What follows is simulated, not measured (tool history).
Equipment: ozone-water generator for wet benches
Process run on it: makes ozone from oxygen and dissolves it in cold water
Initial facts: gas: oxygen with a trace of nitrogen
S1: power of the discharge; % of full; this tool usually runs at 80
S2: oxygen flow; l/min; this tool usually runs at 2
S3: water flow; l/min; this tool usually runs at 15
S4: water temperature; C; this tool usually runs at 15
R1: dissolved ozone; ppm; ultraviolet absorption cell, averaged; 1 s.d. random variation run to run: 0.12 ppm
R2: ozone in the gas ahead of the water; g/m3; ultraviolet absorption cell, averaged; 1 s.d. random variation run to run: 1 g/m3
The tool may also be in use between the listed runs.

Run 1, hour 0: usual settings. Result: R1 11.1 ppm, R2 166.9 g/m3.
Run 2, hour 33.2: usual settings but S3 17 l/min. Result: R1 9.7 ppm, R2 164.4 g/m3.
Run 3, hour 73.2: usual settings but S1 76 % of full, S3 17 l/min. Result: R1 9.3 ppm, R2 159 g/m3.
At hour 80.4: contactor cleaned.
Run 4, hour 130.6: usual settings but S1 76 % of full, S3 17 l/min. Result: R1 8.9 ppm, R2 157.8 g/m3.
Run 5, hour 182.6: usual settings but S1 76 % of full, S3 17 l/min. Result: R1 9 ppm, R2 157.5 g/m3.
At hour 228.7: contactor cleaned, once more.
Run 6, hour 230.1: usual settings but S1 100 % of full, S2 1.15 l/min, S3 17 l/min. Result: R1 9.2 ppm, R2 240.3 g/m3.
Run 7, hour 264.7: usual settings but S1 100 % of full, S2 1.15 l/min, S3 17 l/min. Result: R1 9.4 ppm, R2 241.1 g/m3.
Run 8, hour 305.8: usual settings but S1 75 % of full, S2 3.14 l/min, S3 18 l/min, S4 10 C. Result: R1 10.9 ppm, R2 133.4 g/m3.
Run 9, hour 342.6: usual settings but S1 76 % of full, S2 2.5 l/min, S3 10 l/min, S4 20 C. Result: R1 15.1 ppm, R2 145.4 g/m3.
Run 10, hour 366.1: usual settings but S3 17 l/min. Result: R1 9.6 ppm, R2 163.4 g/m3.

Predict each of these 3 candidate next runs independently; none follows another, all start after run 10:
Run A, hour 401.9: usual settings but S3 18 l/min, S4 17 C. Result: R1 ?, R2 ?.
Run B, hour 401.9: usual settings but S1 40 % of full, S3 19 l/min. Result: R1 ?, R2 ?.
Run C, hour 401.9: usual settings but S1 100 % of full, S3 17 l/min. Result: R1 ?, R2 ?.

run    R1     R2
  A   9.4  162.3
  B   4.8   88.6
  C  11.9  196.4
Stripped of hidden state, with their random variation kept, the same runs would have yielded:
run    R1     R2
  A    10  171.8
  B     5   90.9
  C  12.8  209.9
